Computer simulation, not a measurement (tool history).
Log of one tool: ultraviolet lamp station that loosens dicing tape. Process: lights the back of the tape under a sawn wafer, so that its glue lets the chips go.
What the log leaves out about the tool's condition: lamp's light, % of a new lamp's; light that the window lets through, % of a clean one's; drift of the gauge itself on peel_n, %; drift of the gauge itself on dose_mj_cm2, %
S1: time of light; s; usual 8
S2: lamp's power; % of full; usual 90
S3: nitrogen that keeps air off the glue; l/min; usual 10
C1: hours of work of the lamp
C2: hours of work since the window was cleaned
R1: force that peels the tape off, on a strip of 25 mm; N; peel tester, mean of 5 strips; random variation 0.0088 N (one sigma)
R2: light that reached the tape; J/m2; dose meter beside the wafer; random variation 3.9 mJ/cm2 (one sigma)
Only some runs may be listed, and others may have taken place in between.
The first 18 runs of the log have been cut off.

run     day  S1  S2  S3   C1   C2     R1    R2
 19  21.817   6  90  10   59   87  0.839  4290
     21.950  -- window cleaned of glue's vapour, once more
 20  22.671   6  90  10   69    8  0.718  4790
 21  23.642   6  90  10   80   20  0.721  4720
 22  25.175   6  90  10   98   38  0.748  4560
 23  26.321   6  90  10  112   51  0.750  4560
 24  27.679   6  90  10  127   67  0.777  4500
 25  28.938   6  90  12  142   81  0.701  4430
 26  30.633   6  90  12  162  101  0.742  4400
 27  31.475   5  61  12  172  111  1.652  2460
 28  32.208   8  67  11  180  120  0.797  4330
 29  33.333   9  81  13  193  133  0.392  5810
 30  34.429   9  81  13  206  145  0.415  5750
 31  35.658   8  90   9  220  160  0.553  5610
 32  36.700  12  90  12  233  172  0.195  8350
 33  38.117   5  70   7  249  188  1.866  2630
 34  39.792   5  85   7  269  208  1.566  3210
 35  41.246   5  63   4  286  225  2.556  2330
 36  42.988   5  63  17  306  245  1.571  2310
 37  44.642   5  63  17  325  264  1.599  2240
 38  45.408   5  63  17  334  273  1.622  2220
 39  46.142   5  67   3  343  282  2.790  2340
 40  47.258   9  90   3  356  295  1.175  5720
 41  48.300   9  66  15  368  307  0.682  4130
 42  49.733   9  66  15  384  324  0.712  4080

3 options for the next run, each taken on its own from the tool as it stands now. Forecast them:
     50.192  -- window cleaned of glue's vapour
  A  50.667   8  94  10  395   6   ?   ?
     50.192  -- window cleaned of glue's vapour
  B  50.667   4  90   4  395   6   ?   ?
     50.192  -- window cleaned of glue's vapour
  C  50.667  16  66  15  395   6   ?   ?

run     R1    R2
  A  0.558  5460
  B  2.378  2630
  C  0.196  7680
Take away the tool's hidden state, keep each run's random variation, and the runs would have read:
run     R1    R2
  A  0.337  6950
  B  1.940  3350
  C  0.130  9790
